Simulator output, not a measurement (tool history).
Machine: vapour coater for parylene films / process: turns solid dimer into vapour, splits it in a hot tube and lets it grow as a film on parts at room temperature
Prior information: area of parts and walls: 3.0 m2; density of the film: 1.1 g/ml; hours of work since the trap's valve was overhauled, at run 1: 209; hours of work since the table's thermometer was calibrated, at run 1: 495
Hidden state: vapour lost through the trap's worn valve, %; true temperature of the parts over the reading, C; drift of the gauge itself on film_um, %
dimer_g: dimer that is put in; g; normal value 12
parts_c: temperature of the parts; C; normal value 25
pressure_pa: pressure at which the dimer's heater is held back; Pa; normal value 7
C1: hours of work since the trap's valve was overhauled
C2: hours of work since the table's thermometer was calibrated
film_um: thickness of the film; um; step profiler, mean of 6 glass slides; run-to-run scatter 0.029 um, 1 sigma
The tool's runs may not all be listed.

Run 1, day 0.000: usual settings; C1 209; C2 495. Result: film_um 2.35 um.
Run 2, day 1.367: usual settings but dimer_g 20 g; C1 232; C2 518. Result: film_um 3.90 um.
Run 3, day 2.788: usual settings but dimer_g 20 g; C1 256; C2 542. Result: film_um 3.83 um.
Run 4, day 5.229: usual settings but dimer_g 20 g, parts_c 31 C; C1 297; C2 583. Result: film_um 2.84 um.
Run 5, day 8.062: usual settings; C1 345; C2 631. Result: film_um 2.24 um.
Run 6, day 9.400: usual settings; C1 367; C2 653. Result: film_um 2.24 um.
Run 7, day 11.008: usual settings; C1 394; C2 680. Result: film_um 2.21 um.
Run 8, day 13.696: usual settings; C1 440; C2 726. Result: film_um 2.18 um.
Run 9, day 16.429: usual settings; C1 486; C2 772. Result: film_um 2.16 um.
At day 18.754: trap's valve overhauled.
Run 10, day 19.375: usual settings; C1 10; C2 818. Result: film_um 2.51 um.
Run 11, day 21.667: usual settings; C1 49; C2 857. Result: film_um 2.44 um.
Run 12, day 23.271: usual settings; C1 76; C2 884. Result: film_um 2.42 um.

What does the tool deliver on the next run?
Run 13, day 24.842: usual settings; C1 103; C2 910. Result: film_um ?.

{"run 13": {"film_um": 2.39}}
Minus the tool's unlogged condition, the same run would have read film_um 2.57 um.

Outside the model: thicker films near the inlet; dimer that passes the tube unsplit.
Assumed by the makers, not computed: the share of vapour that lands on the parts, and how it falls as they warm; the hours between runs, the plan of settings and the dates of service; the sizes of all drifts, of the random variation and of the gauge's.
